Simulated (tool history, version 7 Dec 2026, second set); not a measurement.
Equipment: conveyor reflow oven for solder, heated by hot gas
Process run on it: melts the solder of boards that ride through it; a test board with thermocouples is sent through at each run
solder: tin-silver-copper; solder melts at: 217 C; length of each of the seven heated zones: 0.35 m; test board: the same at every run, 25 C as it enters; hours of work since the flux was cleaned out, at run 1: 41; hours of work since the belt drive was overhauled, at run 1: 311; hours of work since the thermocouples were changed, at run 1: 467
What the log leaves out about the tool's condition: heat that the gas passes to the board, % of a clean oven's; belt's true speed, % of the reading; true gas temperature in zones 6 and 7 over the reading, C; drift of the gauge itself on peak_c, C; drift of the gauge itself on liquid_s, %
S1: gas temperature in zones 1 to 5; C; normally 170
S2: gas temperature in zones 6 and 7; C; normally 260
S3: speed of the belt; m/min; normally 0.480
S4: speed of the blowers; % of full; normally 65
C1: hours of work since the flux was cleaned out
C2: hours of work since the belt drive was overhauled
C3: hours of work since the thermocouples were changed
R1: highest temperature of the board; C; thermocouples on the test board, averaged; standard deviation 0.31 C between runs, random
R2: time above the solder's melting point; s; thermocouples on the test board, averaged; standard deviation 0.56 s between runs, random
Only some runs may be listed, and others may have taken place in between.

Run 1, hour 0.0: usual settings; C1 41; C2 311; C3 467. Result: R1 237.7 C, R2 46.5 s.
Run 2, hour 9.4: usual settings but S3 0.415 m/min; C1 48; C2 318; C3 474. Result: R1 243.1 C, R2 63.6 s.
Run 3, hour 22.7: usual settings but S2 256 C, S3 0.415 m/min; C1 58; C2 328; C3 484. Result: R1 239.3 C, R2 58.4 s.
Run 4, hour 34.6: usual settings but S2 256 C, S3 0.415 m/min; C1 67; C2 338; C3 493. Result: R1 239.7 C, R2 57.6 s.
Run 5, hour 42.1: usual settings but S2 256 C, S3 0.415 m/min; C1 73; C2 343; C3 499. Result: R1 239.6 C, R2 58.3 s.
Run 6, hour 49.9: usual settings; C1 79; C2 349; C3 505. Result: R1 237.6 C, R2 46.4 s.
Run 7, hour 58.6: usual settings; C1 86; C2 356; C3 511. Result: R1 237.0 C, R2 45.3 s.
Run 8, hour 65.2: usual settings but S3 0.540 m/min; C1 91; C2 361; C3 517. Result: R1 232.5 C, R2 33.0 s.
Run 9, hour 71.7: usual settings; C1 96; C2 366; C3 521. Result: R1 237.1 C, R2 45.3 s.
Run 10, hour 86.2: usual settings; C1 107; C2 377; C3 533. Result: R1 236.8 C, R2 45.3 s.
Run 11, hour 95.5: usual settings; C1 114; C2 384; C3 540. Result: R1 237.4 C, R2 44.5 s.
Run 12, hour 108.8: usual settings; C1 124; C2 394; C3 550. Result: R1 237.2 C, R2 44.8 s.
Run 13, hour 115.4: usual settings; C1 129; C2 399; C3 555. Result: R1 237.1 C, R2 45.4 s.
At hour 121.3: flux residue cleaned out of gas plates and filters.
Run 14, hour 127.5: usual settings; C1 5; C2 405; C3 560. Result: R1 235.7 C, R2 43.2 s.
Run 15, hour 141.5: usual settings but S3 0.394 m/min; C1 15; C2 415; C3 571. Result: R1 243.0 C, R2 67.0 s.
Run 16, hour 155.4: usual settings but S3 0.394 m/min; C1 26; C2 426; C3 581. Result: R1 242.9 C, R2 67.8 s.
At hour 167.8: flux residue cleaned out of gas plates and filters, once more.
Run 17, hour 171.3: usual settings but S3 0.394 m/min; C1 3; C2 434; C3 590. Result: R1 245.3 C, R2 71.5 s.
Run 18, hour 183.4: usual settings but S2 270 C, S3 0.394 m/min, S4 71 % of full; C1 12; C2 443; C3 599. Result: R1 255.6 C, R2 83.2 s.
Run 19, hour 193.4: usual settings but S2 270 C, S3 0.394 m/min, S4 71 % of full; C1 19; C2 451; C3 607. Result: R1 256.1 C, R2 82.4 s.
Run 20, hour 201.1: usual settings but S1 173 C, S2 271 C, S3 0.422 m/min, S4 79 % of full; C1 25; C2 457; C3 612. Result: R1 257.0 C, R2 79.4 s.
Run 21, hour 207.9: usual settings but S1 157 C, S2 254 C, S3 0.422 m/min, S4 79 % of full; C1 31; C2 462; C3 618. Result: R1 240.0 C, R2 55.0 s.
Run 22, hour 220.7: usual settings but S1 157 C, S2 254 C, S3 0.422 m/min, S4 79 % of full; C1 40; C2 472; C3 627. Result: R1 239.6 C, R2 55.3 s.
Run 23, hour 229.4: usual settings but S1 157 C, S2 254 C, S3 0.518 m/min, S4 73 % of full; C1 47; C2 478; C3 634. Result: R1 231.0 C, R2 29.2 s.
Run 24, hour 238.3: usual settings but S1 181 C, S2 271 C; C1 54; C2 485; C3 641. Result: R1 249.4 C, R2 64.5 s.
Run 25, hour 252.0: usual settings but S1 181 C, S2 271 C; C1 64; C2 496; C3 651. Result: R1 249.4 C, R2 64.7 s.
Run 26, hour 266.0: usual settings but S4 52 % of full; C1 75; C2 506; C3 662. Result: R1 231.4 C, R2 33.9 s.
Run 27, hour 272.3: usual settings but S4 52 % of full; C1 80; C2 511; C3 667. Result: R1 231.1 C, R2 33.2 s.
Run 28, hour 282.7: usual settings but S4 52 % of full; C1 88; C2 519; C3 675. Result: R1 231.7 C, R2 33.8 s.
Run 29, hour 290.0: usual settings but S2 248 C, S4 52 % of full; C1 93; C2 525; C3 680. Result: R1 222.1 C, R2 16.5 s.
Run 30, hour 297.5: usual settings but S1 165 C, S2 254 C, S3 0.487 m/min, S4 61 % of full; C1 99; C2 530; C3 686. Result: R1 229.9 C, R2 30.8 s.
Run 31, hour 303.4: usual settings but S3 0.552 m/min; C1 103; C2 535; C3 691. Result: R1 232.1 C, R2 31.1 s.
Run 32, hour 312.3: usual settings but S3 0.552 m/min; C1 110; C2 542; C3 697. Result: R1 231.8 C, R2 31.3 s.

Predict each of these 3 candidate next runs independently; none follows another, all start after run 32:
Run A, hour 319.3: usual settings but S2 274 C, S3 0.491 m/min, S4 82 % of full; C1 116; C2 547; C3 703. Result: R1 ?, R2 ?.
Run B, hour 319.3: usual settings but S1 172 C, S2 269 C, S3 0.552 m/min, S4 73 % of full; C1 116; C2 547; C3 703. Result: R1 ?, R2 ?.
Run C, hour 319.3: usual settings but S2 268 C; C1 116; C2 547; C3 703. Result: R1 ?, R2 ?.

run     R1    R2
  A  255.1  65.2
  B  243.0  45.4
  C  244.1  53.7
Without the tool's unlogged condition, the same runs would have read:
run     R1    R2
  A  254.6  64.2
  B  242.6  44.7
  C  243.5  52.5
